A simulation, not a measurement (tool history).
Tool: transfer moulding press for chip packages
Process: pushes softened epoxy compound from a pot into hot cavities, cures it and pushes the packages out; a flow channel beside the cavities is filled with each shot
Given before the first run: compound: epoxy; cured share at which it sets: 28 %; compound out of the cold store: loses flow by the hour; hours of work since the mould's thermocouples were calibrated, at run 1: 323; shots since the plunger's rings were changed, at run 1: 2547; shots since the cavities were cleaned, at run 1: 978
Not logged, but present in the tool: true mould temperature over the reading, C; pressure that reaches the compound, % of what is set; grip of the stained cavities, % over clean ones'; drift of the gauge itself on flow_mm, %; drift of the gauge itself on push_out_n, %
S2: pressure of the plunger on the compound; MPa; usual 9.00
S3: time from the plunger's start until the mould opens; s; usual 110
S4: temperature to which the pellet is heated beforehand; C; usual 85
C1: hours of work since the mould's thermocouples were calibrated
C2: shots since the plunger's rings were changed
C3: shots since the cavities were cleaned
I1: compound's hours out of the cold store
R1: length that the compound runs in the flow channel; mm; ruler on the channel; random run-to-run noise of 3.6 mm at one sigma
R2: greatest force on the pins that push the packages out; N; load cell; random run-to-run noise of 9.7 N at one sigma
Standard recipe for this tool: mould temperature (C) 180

run 1 day=0.000 | mould_temperature_(C)=180 S2=9.00 S3=110 S4=85 | C1=323 C2=2547 C3=978 | I1=16.2 | R1=666 R2=683
-- day=0.567 cavities cleaned with cleaning compound and waxed
run 2 day=2.467 | mould_temperature_(C)=180 S2=9.00 S3=110 S4=85 | C1=365 C2=3244 C3=551 | I1=34.1 | R1=607 R2=627
-- day=4.246 cavities cleaned with cleaning compound and waxed
-- day=5.725 mould's thermocouples calibrated
run 3 day=6.325 | mould_temperature_(C)=180 S2=9.00 S3=110 S4=85 | C1=10 C2=4322 C3=580 | I1=44.4 | R1=575 R2=655
-- day=8.221 cavities cleaned with cleaning compound and waxed
run 4 day=8.767 | mould_temperature_(C)=180 S2=9.00 S3=110 S4=85 | C1=52 C2=5012 C3=158 | I1=23.0 | R1=634 R2=557
-- day=10.625 plunger's sealing rings changed
run 5 day=11.121 | mould_temperature_(C)=180 S2=7.72 S3=110 S4=85 | C1=90 C2=144 C3=812 | I1=8.4 | R1=661 R2=674
-- day=12.250 cavities cleaned with cleaning compound and waxed
run 6 day=14.475 | mould_temperature_(C)=180 S2=7.72 S3=110 S4=85 | C1=147 C2=1099 C3=646 | I1=45.5 | R1=549 R2=666
-- day=16.050 cavities cleaned with cleaning compound and waxed
run 7 day=18.200 | mould_temperature_(C)=180 S2=9.00 S3=110 S4=83 | C1=211 C2=2162 C3=624 | I1=35.0 | R1=616 R2=663
-- day=19.833 cavities cleaned with cleaning compound and waxed
run 8 day=21.942 | mould_temperature_(C)=180 S2=9.00 S3=146 S4=83 | C1=274 C2=3229 C3=611 | I1=44.5 | R1=582 R2=637
-- day=23.838 cavities cleaned with cleaning compound and waxed
run 9 day=25.108 | mould_temperature_(C)=180 S2=9.00 S3=123 S4=85 | C1=328 C2=4130 C3=369 | I1=12.8 | R1=669 R2=609
-- day=27.796 cavities cleaned with cleaning compound and waxed
run 10 day=29.033 | mould_temperature_(C)=180 S2=9.00 S3=123 S4=85 | C1=395 C2=5252 C3=360 | I1=8.5 | R1=677 R2=585
-- day=30.262 plunger's sealing rings changed
-- day=30.554 mould's thermocouples calibrated
-- day=31.671 cavities cleaned with cleaning compound and waxed
run 11 day=31.954 | mould_temperature_(C)=180 S2=9.00 S3=123 S4=85 | C1=23 C2=448 C3=82 | I1=12.8 | R1=692 R2=477
run 12 day=34.596 | mould_temperature_(C)=180 S2=9.00 S3=123 S4=85 | C1=69 C2=1215 C3=849 | I1=14.3 | R1=682 R2=662
-- day=35.525 cavities cleaned with cleaning compound and waxed
run 13 day=38.517 | mould_temperature_(C)=180 S2=8.41 S3=110 S4=85 | C1=136 C2=2334 C3=868 | I1=46.3 | R1=559 R2=686
-- day=39.525 cavities cleaned with cleaning compound and waxed
run 14 day=42.679 | mould_temperature_(C)=188 S2=7.85 S3=132 S4=93 | C1=206 C2=3525 C3=916 | I1=12.0 | R1=620 R2=654
-- day=43.283 cavities cleaned with cleaning compound and waxed
run 15 day=46.654 | mould_temperature_(C)=176 S2=7.83 S3=132 S4=93 | C1=274 C2=4660 C3=978 | I1=12.0 | R1=632 R2=665
-- day=47.238 cavities cleaned with cleaning compound and waxed
run 16 day=48.729 | mould_temperature_(C)=188 S2=7.83 S3=101 S4=93 | C1=309 C2=5244 C3=433 | I1=12.3 | R1=604 R2=595
-- day=49.779 plunger's sealing rings changed
-- day=51.242 cavities cleaned with cleaning compound and waxed
run 17 day=52.679 | mould_temperature_(C)=182 S2=9.00 S3=110 S4=85 | C1=374 C2=824 C3=418 | I1=12.5 | R1=687 R2=589
-- day=55.042 cavities cleaned with cleaning compound and waxed
-- day=55.333 mould's thermocouples calibrated
run 18 day=55.758 | mould_temperature_(C)=182 S2=9.00 S3=110 S4=85 | C1=7 C2=1675 C3=184 | I1=31.4 | R1=629 R2=535
-- day=58.858 cavities cleaned with cleaning compound and waxed
run 19 day=59.938 | mould_temperature_(C)=174 S2=8.34 S3=95 S4=78 | C1=79 C2=2870 C3=313 | I1=26.8 | R1=624 R2=931
run 20 day=61.975 | mould_temperature_(C)=180 S2=6.90 S3=106 S4=85 | C1=114 C2=3461 C3=904 | I1=41.5 | R1=514 R2=671
-- day=62.654 cavities cleaned with cleaning compound and waxed
run 21 day=64.912 | mould_temperature_(C)=180 S2=9.00 S3=102 S4=83 | C1=164 C2=4296 C3=656 | I1=23.3 | R1=640 R2=688
-- day=66.521 cavities cleaned with cleaning compound and waxed
run 22 day=68.271 | mould_temperature_(C)=180 S2=9.00 S3=102 S4=83 | C1=221 C2=5252 C3=508 | I1=9.6 | R1=671 R2=646
-- day=69.375 plunger's sealing rings changed
-- day=70.483 cavities cleaned with cleaning compound and waxed
run 23 day=71.892 | mould_temperature_(C)=187 S2=10.71 S3=134 S4=75 | C1=280 C2=712 C3=409 | I1=31.9 | R1=677 R2=607
-- day=74.212 cavities cleaned with cleaning compound and waxed
run 24 day=75.946 | mould_temperature_(C)=181 S2=9.00 S3=110 S4=76 | C1=349 C2=1870 C3=502 | I1=8.4 | R1=701 R2=604
-- day=78.200 cavities cleaned with cleaning compound and waxed
run 25 day=78.925 | mould_temperature_(C)=176 S2=8.69 S3=126 S4=79 | C1=400 C2=2717 C3=210 | I1=26.8 | R1=627 R2=566

Predict the results of run 26:
-- day=80.029 mould's thermocouples calibrated
-- day=82.033 cavities cleaned with cleaning compound and waxed
run 26 day=83.192 | mould_temperature_(C)=180 S2=10.72 S3=110 S4=81 | C1=54 C2=3913 C3=337 | I1=18.6 | R1=? R2=?

Run 26 yielded R1 713 mm, R2 604 N.
Minus the tool's unlogged condition, the same run would have read R1 741 mm, R2 437 N.
